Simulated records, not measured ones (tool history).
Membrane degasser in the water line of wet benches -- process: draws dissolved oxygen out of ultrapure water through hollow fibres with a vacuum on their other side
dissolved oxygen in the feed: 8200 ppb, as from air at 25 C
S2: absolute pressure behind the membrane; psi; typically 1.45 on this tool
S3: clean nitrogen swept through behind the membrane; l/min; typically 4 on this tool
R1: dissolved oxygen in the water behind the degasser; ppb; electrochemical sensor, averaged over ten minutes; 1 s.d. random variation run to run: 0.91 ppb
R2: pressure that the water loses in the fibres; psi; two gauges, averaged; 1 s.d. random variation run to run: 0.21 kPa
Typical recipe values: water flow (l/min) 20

{"run": 1, "hour": 0.0, "water flow (l/min)": 20, "S2": 1.45, "S3": 4, "R1": 87.8, "R2": 6.921}
{"run": 2, "hour": 90.1, "water flow (l/min)": 20, "S2": 1.45, "S3": 4, "R1": 88.8, "R2": 6.979}
{"run": 3, "hour": 181.1, "water flow (l/min)": 20, "S2": 1.45, "S3": 4, "R1": 89.5, "R2": 6.994}
{"run": 4, "hour": 378.3, "water flow (l/min)": 20, "S2": 1.45, "S3": 4, "R1": 89.2, "R2": 7.008}
{"run": 5, "hour": 552.3, "water flow (l/min)": 20, "S2": 1.45, "S3": 4, "R1": 90.1, "R2": 6.957}
{"run": 6, "hour": 725.9, "water flow (l/min)": 20, "S2": 1.45, "S3": 4, "R1": 88.1, "R2": 6.992}
{"run": 7, "hour": 809.6, "water flow (l/min)": 20, "S2": 1.45, "S3": 4, "R1": 90.3, "R2": 7.008}
{"run": 8, "hour": 928.5, "water flow (l/min)": 16, "S2": 1.45, "S3": 4, "R1": 68.7, "R2": 5.577}
{"run": 9, "hour": 1017.0, "water flow (l/min)": 16, "S2": 1.45, "S3": 4, "R1": 67.7, "R2": 5.623}
{"run": 10, "hour": 1210.6, "water flow (l/min)": 20, "S2": 1.45, "S3": 4, "R1": 89.1, "R2": 7.047}
{"run": 11, "hour": 1355.5, "water flow (l/min)": 29, "S2": 1.45, "S3": 4, "R1": 152.5, "R2": 10.209}
{"hour": 1373.3, "done": "vacuum gauge calibrated"}
{"run": 12, "hour": 1474.5, "water flow (l/min)": 20, "S2": 1.45, "S3": 4, "R1": 89.2, "R2": 7.021}
{"run": 13, "hour": 1669.9, "water flow (l/min)": 20, "S2": 1.45, "S3": 4, "R1": 89.3, "R2": 7.033}
{"run": 14, "hour": 1847.0, "water flow (l/min)": 20, "S2": 1.32, "S3": 4, "R1": 78.4, "R2": 7.052}
{"run": 15, "hour": 1937.0, "water flow (l/min)": 20, "S2": 1.45, "S3": 4, "R1": 89.1, "R2": 7.098}
{"run": 16, "hour": 2122.9, "water flow (l/min)": 26, "S2": 1.45, "S3": 4, "R1": 130.3, "R2": 9.242}
{"run": 17, "hour": 2223.0, "water flow (l/min)": 14, "S2": 1.45, "S3": 4, "R1": 59, "R2": 4.992}
{"run": 18, "hour": 2411.9, "water flow (l/min)": 14, "S2": 1.7, "S3": 4, "R1": 73.6, "R2": 4.986}
{"run": 19, "hour": 2575.0, "water flow (l/min)": 14, "S2": 1.51, "S3": 4, "R1": 62.2, "R2": 4.976}
{"run": 20, "hour": 2709.6, "water flow (l/min)": 14, "S2": 2.49, "S3": 7.37, "R1": 66.5, "R2": 4.998}
{"run": 21, "hour": 2873.4, "water flow (l/min)": 14, "S2": 2.49, "S3": 7.37, "R1": 66, "R2": 4.985}
{"hour": 2903.3, "done": "seals of the vacuum lines changed"}
{"run": 22, "hour": 3017.3, "water flow (l/min)": 20, "S2": 3, "S3": 9.68, "R1": 97.2, "R2": 7.145}
{"run": 23, "hour": 3153.5, "water flow (l/min)": 16, "S2": 2.87, "S3": 6.25, "R1": 104.7, "R2": 5.685}
{"run": 24, "hour": 3274.4, "water flow (l/min)": 18, "S2": 1.03, "S3": 1.86, "R1": 92.8, "R2": 6.44}
{"run": 25, "hour": 3391.9, "water flow (l/min)": 18, "S2": 1.03, "S3": 1.86, "R1": 90.7, "R2": 6.408}
{"hour": 3408.2, "done": "gauge calibrated"}
{"run": 26, "hour": 3485.8, "water flow (l/min)": 20, "S2": 1.45, "S3": 5.01, "R1": 71.9, "R2": 6.934}
{"run": 27, "hour": 3631.6, "water flow (l/min)": 20, "S2": 1.45, "S3": 5.01, "R1": 73.2, "R2": 7.005}
{"run": 28, "hour": 3749.6, "water flow (l/min)": 27, "S2": 0.93, "S3": 3.75, "R1": 83.3, "R2": 9.417}
{"run": 29, "hour": 3934.4, "water flow (l/min)": 23, "S2": 1.77, "S3": 2.13, "R1": 234.1, "R2": 8.045}
{"run": 30, "hour": 4030.8, "water flow (l/min)": 15, "S2": 1.45, "S3": 4, "R1": 63.4, "R2": 5.272}
{"run": 31, "hour": 4150.1, "water flow (l/min)": 15, "S2": 1.45, "S3": 4, "R1": 63.3, "R2": 5.23}
{"run": 32, "hour": 4260.0, "water flow (l/min)": 23, "S2": 1.45, "S3": 2.74, "R1": 147.4, "R2": 8.067}
{"run": 33, "hour": 4398.5, "water flow (l/min)": 19, "S2": 1.65, "S3": 4.46, "R1": 90.7, "R2": 6.646}

Below are 3 alternative next runs, each starting from the tool's condition after run 33. Predict each:
{"run": "A", "hour": 4589.6, "water flow (l/min)": 19, "S2": 1.03, "S3": 4.46, "R1": "?", "R2": "?"}
{"run": "B", "hour": 4589.6, "water flow (l/min)": 26, "S2": 2.86, "S3": 2.99, "R1": "?", "R2": "?"}
{"run": "C", "hour": 4589.6, "water flow (l/min)": 20, "S2": 1.96, "S3": 6.93, "R1": "?", "R2": "?"}

run=A R1=46.6 R2=6.704
run=B R1=353.2 R2=9.11
run=C R1=79.4 R2=7.037
With no hidden state in the tool, these same runs would have given:
run=A R1=46.5 R2=6.631
run=B R1=353 R2=9.011
run=C R1=79.3 R2=6.96
